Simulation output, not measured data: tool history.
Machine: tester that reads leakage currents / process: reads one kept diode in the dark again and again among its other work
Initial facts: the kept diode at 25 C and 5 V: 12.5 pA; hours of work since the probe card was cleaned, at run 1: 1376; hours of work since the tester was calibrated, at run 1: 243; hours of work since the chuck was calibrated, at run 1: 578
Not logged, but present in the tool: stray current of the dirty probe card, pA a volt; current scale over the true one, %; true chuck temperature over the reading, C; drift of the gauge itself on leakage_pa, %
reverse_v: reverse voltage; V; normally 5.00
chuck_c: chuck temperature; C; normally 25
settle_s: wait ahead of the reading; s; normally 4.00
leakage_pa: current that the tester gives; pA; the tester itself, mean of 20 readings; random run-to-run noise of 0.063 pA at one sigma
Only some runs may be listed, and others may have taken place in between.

| run | hour | reverse_v | chuck_c | settle_s | hours of work since the probe card was cleaned | hours of work since the tester was calibrated | hours of work since the chuck was calibrated | leakage_pa |
|---|---|---|---|---|---|---|---|---|
| 1 | 0.0 | 5.00 | 25 | 4.00 | 1376 | 243 | 578 | 13.01 |
| 2 | 79.7 | 5.00 | 28 | 4.00 | 1412 | 279 | 614 | 16.56 |
| 3 | 194.6 | 5.00 | 28 | 4.00 | 1464 | 331 | 665 | 16.56 |
| 4 | 284.7 | 5.00 | 28 | 4.00 | 1504 | 371 | 706 | 16.53 |
| 5 | 377.2 | 5.00 | 28 | 4.00 | 1546 | 413 | 747 | 16.40 |
| 6 | 483.3 | 5.00 | 38 | 4.00 | 1594 | 461 | 795 | 38.09 |
| 7 | 564.6 | 5.00 | 38 | 4.00 | 1630 | 497 | 831 | 37.85 |
| 8 | 616.3 | 5.00 | 38 | 4.00 | 1653 | 520 | 855 | 37.83 |
| 9 | 719.0 | 5.00 | 38 | 4.00 | 1699 | 567 | 901 | 37.57 |
| 10 | 827.9 | 5.00 | 38 | 4.00 | 1748 | 616 | 950 | 37.52 |
|  | 898.3 | chuck's temperature calibrated |
| 11 | 947.0 | 5.00 | 38 | 4.00 | 1801 | 668 | 22 | 40.86 |
| 12 | 1010.5 | 5.00 | 38 | 4.00 | 1830 | 697 | 50 | 40.48 |
| 13 | 1066.1 | 5.00 | 38 | 4.00 | 1855 | 722 | 75 | 40.75 |
| 14 | 1151.5 | 5.00 | 57 | 4.00 | 1893 | 760 | 114 | 180.60 |
| 15 | 1268.2 | 5.00 | 25 | 4.00 | 1945 | 812 | 166 | 13.76 |
| 16 | 1377.9 | 5.00 | 25 | 4.00 | 1995 | 862 | 216 | 13.85 |
| 17 | 1427.0 | 5.00 | 25 | 4.00 | 2017 | 884 | 238 | 13.58 |
| 18 | 1533.4 | 5.00 | 25 | 4.00 | 2065 | 932 | 285 | 13.64 |
| 19 | 1638.0 | 5.00 | 25 | 4.00 | 2112 | 979 | 332 | 13.63 |
| 20 | 1727.3 | 5.00 | 25 | 4.00 | 2152 | 1019 | 373 | 13.64 |
| 21 | 1805.0 | 1.15 | 25 | 6.58 | 2187 | 1054 | 407 | 6.52 |
| 22 | 1916.7 | 1.12 | 25 | 0.31 | 2237 | 1104 | 458 | 7.40 |
| 23 | 1994.3 | 2.47 | 60 | 0.52 | 2272 | 1139 | 493 | 161.44 |
| 24 | 2067.1 | 1.23 | 25 | 1.12 | 2304 | 1172 | 525 | 6.98 |
| 25 | 2173.9 | 5.00 | 51 | 2.95 | 2352 | 1220 | 573 | 111.19 |
| 26 | 2279.7 | 1.36 | 49 | 0.32 | 2400 | 1267 | 621 | 53.51 |
| 27 | 2394.6 | 1.37 | 58 | 4.00 | 2452 | 1319 | 672 | 104.47 |
| 28 | 2511.1 | 3.79 | 28 | 4.00 | 2504 | 1371 | 725 | 14.83 |
| 29 | 2576.3 | 4.79 | 41 | 0.89 | 2533 | 1400 | 754 | 49.71 |
| 30 | 2636.8 | 3.88 | 22 | 0.58 | 2560 | 1428 | 781 | 10.90 |
| 31 | 2727.9 | 2.05 | 22 | 0.46 | 2601 | 1469 | 822 | 7.75 |
| 32 | 2835.0 | 2.05 | 22 | 0.46 | 2650 | 1517 | 870 | 7.72 |
| 33 | 2945.6 | 5.00 | 35 | 1.43 | 2699 | 1566 | 920 | 30.61 |
| 34 | 3007.9 | 3.26 | 35 | 7.25 | 2727 | 1594 | 948 | 24.23 |
| 35 | 3072.6 | 3.26 | 53 | 7.25 | 2756 | 1623 | 977 | 102.42 |
|  | 3084.3 | chuck's temperature calibrated |
| 36 | 3187.9 | 3.26 | 48 | 7.25 | 2807 | 1674 | 47 | 75.36 |

Predict the results of run 37:
| 37 | 3262.9 | 3.26 | 48 | 7.25 | 2841 | 1708 | 80 | ? |

{"run 37": {"leakage_pa": 74.56}}
On a tool with no hidden condition, and with the same random variation, this run would have come out at leakage_pa 75.12 pA.
